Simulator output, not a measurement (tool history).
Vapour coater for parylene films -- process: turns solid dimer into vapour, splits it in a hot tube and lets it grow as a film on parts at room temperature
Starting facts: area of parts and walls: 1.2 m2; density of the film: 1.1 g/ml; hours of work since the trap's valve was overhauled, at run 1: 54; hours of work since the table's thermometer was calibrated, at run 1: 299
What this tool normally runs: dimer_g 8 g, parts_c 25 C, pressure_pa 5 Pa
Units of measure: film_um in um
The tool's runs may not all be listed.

| run | hour | dimer_g | parts_c | pressure_pa | hours of work since the trap's valve was overhauled | hours of work since the table's thermometer was calibrated | film_um |
|---|---|---|---|---|---|---|---|
| 1 | 0 | 8 | 25 | 5 | 54 | 299 | 3.96 |
| 2 | 12.3 | 8 | 25 | 5 | 59 | 305 | 3.97 |
| 3 | 26.3 | 8 | 25 | 5 | 65 | 311 | 3.95 |
| 4 | 43.8 | 8 | 25 | 5 | 73 | 319 | 3.95 |
| 5 | 57 | 8 | 26 | 5 | 79 | 324 | 3.77 |
| 6 | 71.1 | 8 | 26 | 5 | 85 | 330 | 3.75 |
| 7 | 83.3 | 8 | 26 | 5 | 90 | 336 | 3.73 |
| 8 | 93.2 | 4 | 25 | 5 | 94 | 340 | 1.95 |
|  | 95.6 | table's thermometer calibrated |
| 9 | 107 | 4 | 25 | 5 | 100 | 5 | 1.96 |
| 10 | 124.5 | 4 | 25 | 5 | 108 | 13 | 1.97 |
| 11 | 138.4 | 8 | 25 | 5 | 114 | 19 | 3.9 |
| 12 | 154.7 | 12 | 25 | 5 | 121 | 26 | 5.84 |
| 13 | 168.2 | 12 | 26 | 5 | 127 | 32 | 5.67 |
| 14 | 179.9 | 8 | 22 | 5 | 132 | 37 | 4.45 |
| 15 | 189 | 8 | 22 | 5 | 136 | 41 | 4.45 |
|  | 192.5 | table's thermometer calibrated, once more |
| 16 | 205.1 | 8 | 22 | 8.77 | 142 | 6 | 3.83 |
| 17 | 223.2 | 14 | 25 | 5 | 150 | 13 | 6.67 |
| 18 | 235.4 | 7 | 22 | 5 | 156 | 19 | 3.8 |
| 19 | 250.8 | 4 | 26 | 4.29 | 162 | 26 | 1.9 |
| 20 | 266.4 | 4 | 30 | 4.29 | 169 | 32 | 1.6 |
| 21 | 282.2 | 4 | 30 | 4.29 | 176 | 39 | 1.6 |

Forecast run 22:
| 22 | 298.8 | 4 | 30 | 4.29 | 183 | 47 | ? |

Run 22 measured film_um 1.59 um.
Minus the tool's unlogged condition, the same run would have read film_um 1.65 um.
